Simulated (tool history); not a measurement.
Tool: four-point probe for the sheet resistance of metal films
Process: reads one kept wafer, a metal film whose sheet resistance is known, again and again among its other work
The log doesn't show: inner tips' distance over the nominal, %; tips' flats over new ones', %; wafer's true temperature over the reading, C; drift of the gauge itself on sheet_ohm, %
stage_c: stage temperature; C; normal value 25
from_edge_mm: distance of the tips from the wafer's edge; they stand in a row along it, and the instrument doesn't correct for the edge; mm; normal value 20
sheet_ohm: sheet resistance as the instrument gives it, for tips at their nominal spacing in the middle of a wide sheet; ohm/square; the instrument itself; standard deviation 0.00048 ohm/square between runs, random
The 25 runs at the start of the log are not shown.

| run | hour | stage_c | from_edge_mm | touches since the probe head was changed | hours of work since the stage's thermometer was calibrated | sheet_ohm |
|---|---|---|---|---|---|---|
| 26 | 770.5 | 32 | 23 | 30530 | 30 | 2.389427 |
| 27 | 808.7 | 30 | 48 | 32873 | 57 | 2.391393 |
| 28 | 847.7 | 24 | 3 | 35268 | 84 | 2.537233 |
| 29 | 865.6 | 27 | 31 | 36367 | 97 | 2.39801 |
| 30 | 897.7 | 24 | 9 | 38342 | 120 | 2.417747 |
| 31 | 916.9 | 31 | 7 | 39517 | 134 | 2.414857 |
| 32 | 948 | 22 | 20 | 41426 | 156 | 2.408863 |
| 33 | 965.6 | 22 | 20 | 42509 | 168 | 2.409737 |
| 34 | 985.3 | 22 | 20 | 43722 | 182 | 2.409253 |
| 35 | 1024.5 | 30 | 7 | 46126 | 210 | 2.416868 |
| 36 | 1044.7 | 30 | 7 | 47367 | 224 | 2.416163 |
| 37 | 1072 | 19 | 4 | 49046 | 244 | 2.490184 |
| 38 | 1102.2 | 19 | 4 | 50901 | 265 | 2.489601 |
| 39 | 1141.8 | 31 | 5 | 53329 | 293 | 2.440364 |
| 40 | 1165 | 31 | 5 | 54759 | 310 | 2.439895 |
| 41 | 1202.9 | 22 | 11 | 57085 | 337 | 2.416971 |
| 42 | 1221.4 | 24 | 51 | 58221 | 350 | 2.403574 |
| 43 | 1240.4 | 24 | 51 | 59386 | 363 | 2.402183 |
| 44 | 1257.2 | 24 | 51 | 60421 | 375 | 2.402351 |

5 options for the next run, each taken on its own from the tool as it stands now. Forecast them:
| A | 1278.3 | 28 | 51 | 61716 | 390 | ? |
| B | 1278.3 | 35 | 15 | 61716 | 390 | ? |
| C | 1278.3 | 30 | 4 | 61716 | 390 | ? |
| D | 1278.3 | 25 | 14 | 61716 | 390 | ? |
| E | 1278.3 | 22 | 64 | 61716 | 390 | ? |

| run | sheet_ohm |
|---|---|
| A | 2.395334 |
| B | 2.38768 |
| C | 2.468725 |
| D | 2.406925 |
| E | 2.405811 |
Without the tool's hidden state the same runs would have given:
| run | sheet_ohm |
|---|---|
| A | 2.39554 |
| B | 2.387885 |
| C | 2.468937 |
| D | 2.407132 |
| E | 2.406017 |
